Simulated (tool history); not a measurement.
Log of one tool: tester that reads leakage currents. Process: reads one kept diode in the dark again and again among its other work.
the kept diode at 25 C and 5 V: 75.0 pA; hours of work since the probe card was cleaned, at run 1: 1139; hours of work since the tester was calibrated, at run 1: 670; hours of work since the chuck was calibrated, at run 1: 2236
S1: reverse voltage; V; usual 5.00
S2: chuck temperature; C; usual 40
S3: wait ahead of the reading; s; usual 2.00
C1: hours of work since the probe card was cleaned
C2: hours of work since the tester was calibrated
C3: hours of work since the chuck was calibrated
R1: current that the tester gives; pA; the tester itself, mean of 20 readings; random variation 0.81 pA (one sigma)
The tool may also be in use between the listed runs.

run,hour,S1,S2,S3,C1,C2,C3,R1
1,0.0,5.00,40,2.00,1139,670,2236,270.65
2,73.0,5.00,40,2.00,1191,722,2289,271.88
3,121.8,5.00,40,2.00,1226,757,2323,271.03
# hour 157.1: chuck's temperature calibrated
4,194.9,5.00,40,2.00,1277,808,27,271.30
5,247.8,5.00,40,2.00,1314,845,65,270.65
6,293.1,5.00,40,0.93,1347,878,97,271.62
7,328.5,5.00,40,0.93,1372,903,122,270.56
8,373.3,5.00,40,0.93,1404,935,154,270.37
9,406.1,5.00,40,2.00,1427,959,178,270.30
10,452.0,5.00,40,2.00,1460,991,211,271.39
11,523.9,5.00,40,2.00,1512,1043,262,269.77
12,573.4,5.00,40,2.00,1547,1078,297,272.30
13,635.0,5.00,40,2.00,1591,1122,341,271.21
14,672.0,5.00,40,2.00,1617,1149,368,270.82
15,728.0,5.00,40,2.00,1657,1189,408,271.14
16,803.7,5.00,40,2.00,1711,1243,462,272.35
17,863.5,5.00,24,2.00,1754,1285,505,68.94
18,922.3,5.00,24,2.00,1796,1327,547,68.99
19,974.8,5.00,60,2.00,1834,1365,584,1249.73
20,1019.0,5.00,60,2.00,1865,1396,616,1249.94
21,1053.4,7.34,25,2.00,1890,1421,640,88.92
22,1130.7,7.34,25,2.00,1945,1476,696,89.19
23,1193.5,7.34,25,2.00,1990,1521,740,89.14
24,1231.1,5.89,26,0.38,2017,1548,767,89.65
25,1306.9,5.89,26,0.38,2071,1602,821,88.56
26,1350.0,2.18,40,9.36,2102,1633,852,188.53
27,1393.6,2.18,40,9.36,2133,1664,883,188.50
28,1468.2,1.03,40,9.36,2186,1717,937,136.58
29,1521.6,10.29,51,0.54,2224,1755,975,880.41
30,1595.0,10.29,51,0.54,2277,1808,1027,881.36
31,1670.4,10.29,51,0.54,2331,1862,1081,881.53
32,1729.0,10.29,51,0.54,2373,1904,1123,881.45
33,1767.3,1.22,40,2.00,2400,1931,1150,147.43
34,1835.4,1.22,40,2.00,2448,1980,1199,147.14
35,1909.1,1.22,40,6.16,2501,2032,1252,147.86
36,1979.0,1.94,40,5.86,2551,2082,1302,180.26
37,2056.7,1.71,25,2.30,2607,2138,1357,47.36
38,2133.1,1.71,25,2.30,2661,2192,1412,47.42
39,2173.7,5.00,40,0.37,2690,2221,1441,272.08

How the hidden state differs across the entries between the runs, from the last listed run before each to the first after it:
Between runs 3 and 4: chuck's temperature calibrated (hour 157.1)
  true chuck temperature over the reading, C: 0.02 -> 0
